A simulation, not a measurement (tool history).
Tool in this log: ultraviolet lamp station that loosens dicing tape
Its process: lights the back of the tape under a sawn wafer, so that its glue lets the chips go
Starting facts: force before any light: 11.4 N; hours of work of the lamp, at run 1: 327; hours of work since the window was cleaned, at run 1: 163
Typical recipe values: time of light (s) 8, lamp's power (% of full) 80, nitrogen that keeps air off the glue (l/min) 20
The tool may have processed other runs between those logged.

run   hour  time of light (s)  lamp's power (% of full)  nitrogen that keeps air off the glue (l/min)  hours of work of the lamp  hours of work since the window was cleaned  force that peels the tape off (N)  light that reached the tape (mJ/cm²)
  1      0                  8                        80                                            20                        327                                         163                              1.681                                   449
  2    8.3                  8                        80                                            20                        332                                         168                              1.755                                   448
  3     22                  8                        80                                            20                        340                                         177                              1.705                                   452
  4   31.5                  8                        80                                            14                        346                                         182                              2.008                                   442
  5   44.4                  8                        81                                            20                        353                                         190                              1.677                                   443
  6   56.2                  8                        80                                            20                        361                                         197                              1.749                                   434
  7     64                  8                        60                                            30                        365                                         202                              2.401                                   324
  8   77.2                  8                        60                                            30                        373                                         210                              2.444                                   326
  9   89.1                  8                        60                                            30                        380                                         217                              2.526                                   321
 10  102.6                  8                        80                                             7                        388                                         225                               3.18                                   418
 11  108.9                  8                        66                                             7                        392                                         229                              3.763                                   345

Predict each of these 4 candidate next runs independently; none follows another, all start after run 11:
  A  120.4                  6                        70                                            10                        399                                         236                                  ?                                     ?
  B  120.4                  8                        80                                            28                        399                                         236                                  ?                                     ?
  C  120.4                  8                        80                                            20                        399                                         236                                  ?                                     ?
  D  120.4                 14                        80                                            20                        399                                         236                                  ?                                     ?

run  force that peels the tape off (N)  light that reached the tape (mJ/cm²)
  A                              4.206                                   279
  B                              1.593                                   418
  C                              1.959                                   423
  D                              0.568                                   727
What these runs would have given with no unlogged condition in the tool:
run  force that peels the tape off (N)  light that reached the tape (mJ/cm²)
  A                              3.305                                   349
  B                              0.996                                   525
  C                              1.266                                   531
  D                              0.313                                   913
